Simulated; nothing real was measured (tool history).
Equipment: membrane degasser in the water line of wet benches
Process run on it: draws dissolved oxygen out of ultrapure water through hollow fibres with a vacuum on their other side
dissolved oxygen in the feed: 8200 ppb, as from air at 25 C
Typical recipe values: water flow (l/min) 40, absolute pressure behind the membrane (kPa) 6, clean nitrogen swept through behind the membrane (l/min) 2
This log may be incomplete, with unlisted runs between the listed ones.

run     day  water flow (l/min)  absolute pressure behind the membrane (kPa)  clean nitrogen swept through behind the membrane (l/min)  dissolved oxygen in the water behind the degasser (ppb)  pressure that the water loses in the fibres (kPa)
  1       0                  40                                            6                                                         2                                                    146.9                                              57.05
  2   2.883                  40                                            6                                                         2                                                    147.9                                              56.85
  3   5.171                  40                                            6                                                         2                                                    146.9                                              56.86
  4   7.192                  40                                            6                                                         2                                                    146.9                                              56.91
  5   9.762                  40                                        13.41                                                         2                                                    464.7                                              56.86
  6    14.4                  40                                            6                                                      3.93                                                     92.4                                              57.07
  7  17.067                  40                                         5.58                                                         2                                                    129.5                                              57.04
  8  19.783                  40                                         5.58                                                         2                                                    130.8                                              57.13
  9  22.296                  40                                         5.58                                                         2                                                    134.4                                              57.25
 10  26.783                  40                                         5.58                                                         2                                                    125.7                                              57.22
 11  30.925                  40                                         5.58                                                         2                                                      131                                              57.24
 12  34.704                  40                                         9.64                                                         2                                                    306.3                                              57.13
 13  37.862                  41                                         9.64                                                         2                                                    308.9                                               58.5
 14  41.579                  41                                         9.64                                                         2                                                    308.5                                              58.61
 15  45.562                  40                                            6                                                         2                                                    149.1                                              57.48
 16  47.467                  48                                            6                                                      3.14                                                    140.7                                              68.52
 17  49.667                  39                                         9.77                                                      1.03                                                    504.4                                              55.36
 18  52.908                  43                                         9.53                                                      1.03                                                    527.1                                              61.65
 19  54.975                  26                                         3.61                                                         2                                                     18.7                                               37.3
 20  58.804                  26                                         3.61                                                         2                                                     19.3                                              37.11
 21      61                  58                                         5.86                                                      1.36                                                    292.3                                              82.52
 22  64.333                  47                                            6                                                         2                                                    183.8                                              67.73
 23  68.333                  52                                         5.31                                                      0.87                                                      286                                               74.7
 24  71.838                  52                                         5.31                                                      0.87                                                    284.1                                              73.86
 25  76.021                  52                                        14.15                                                      1.67                                                    721.2                                              74.84
 26  79.638                  52                                        14.15                                                      1.67                                                    715.2                                              74.58
 27  82.958                  52                                        14.15                                                      1.67                                                    720.7                                              74.82
 28  85.867                  48                                         7.83                                                      1.43                                                    361.7                                              69.11
 29  89.417                  39                                         7.83                                                      1.33                                                    304.6                                              56.06

Forecast each of these 4 alternatives for the next run:
  A  92.346                  44                                            6                                                         2                                                        ?                                                  ?
  B  92.346                  29                                            6                                                      1.17                                                        ?                                                  ?
  C  92.346                  57                                         8.49                                                      2.93                                                        ?                                                  ?
  D  92.346                  61                                         9.29                                                      1.77                                                        ?                                                  ?

run  dissolved oxygen in the water behind the degasser (ppb)  pressure that the water loses in the fibres (kPa)
  A                                                    171.6                                              63.32
  B                                                    158.9                                              41.44
  C                                                    294.7                                              81.84
  D                                                    491.9                                              87.31
With the hidden condition removed and each run's random variation left untouched, the same runs would have given:
run  dissolved oxygen in the water behind the degasser (ppb)  pressure that the water loses in the fibres (kPa)
  A                                                    166.6                                              62.79
  B                                                    154.5                                              41.09
  C                                                    288.7                                              81.15
  D                                                    484.4                                              86.57

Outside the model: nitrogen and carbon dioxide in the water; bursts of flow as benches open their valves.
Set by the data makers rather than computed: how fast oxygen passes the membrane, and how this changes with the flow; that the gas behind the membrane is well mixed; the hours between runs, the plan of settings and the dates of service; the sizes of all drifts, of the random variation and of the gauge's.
